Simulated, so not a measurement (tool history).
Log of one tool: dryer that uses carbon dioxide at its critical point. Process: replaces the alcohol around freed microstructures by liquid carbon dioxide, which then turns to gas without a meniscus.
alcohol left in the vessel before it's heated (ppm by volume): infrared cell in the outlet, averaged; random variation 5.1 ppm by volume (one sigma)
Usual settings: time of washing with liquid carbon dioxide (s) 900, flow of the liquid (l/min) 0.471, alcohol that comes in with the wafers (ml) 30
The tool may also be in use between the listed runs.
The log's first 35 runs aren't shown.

run	day	time of washing with liquid carbon dioxide (s)	flow of the liquid (l/min)	alcohol that comes in with the wafers (ml)	alcohol left in the vessel before it's heated (ppm by volume)
36	19.325	900	0.491	31	67
37	19.788	960	0.495	43	59
38	20.433	960	0.495	43	56
39	20.933	1260	0.471	61	35
40	21.333	900	0.482	74	150
41	21.833	780	0.471	77	355
42	22.600	720	0.576	55	154
43	23.112	840	0.471	30	113
44	23.871	1080	0.501	30	39
45	24.446	1200	0.409	99	103
46	25.150	1440	0.409	93	43
47	25.742	1020	0.393	30	107

Forecast each of these 4 alternatives for the next run:
A	26.083	660	0.393	111	?
B	26.083	660	0.471	114	?
C	26.083	660	0.339	110	?
D	26.083	540	0.647	30	?

run	alcohol left in the vessel before it's heated (ppm by volume)
A	2414
B	1212
C	3916
D	220
Without the tool's hidden state the same runs would have given:
run	alcohol left in the vessel before it's heated (ppm by volume)
A	1969
B	946
C	3290
D	154
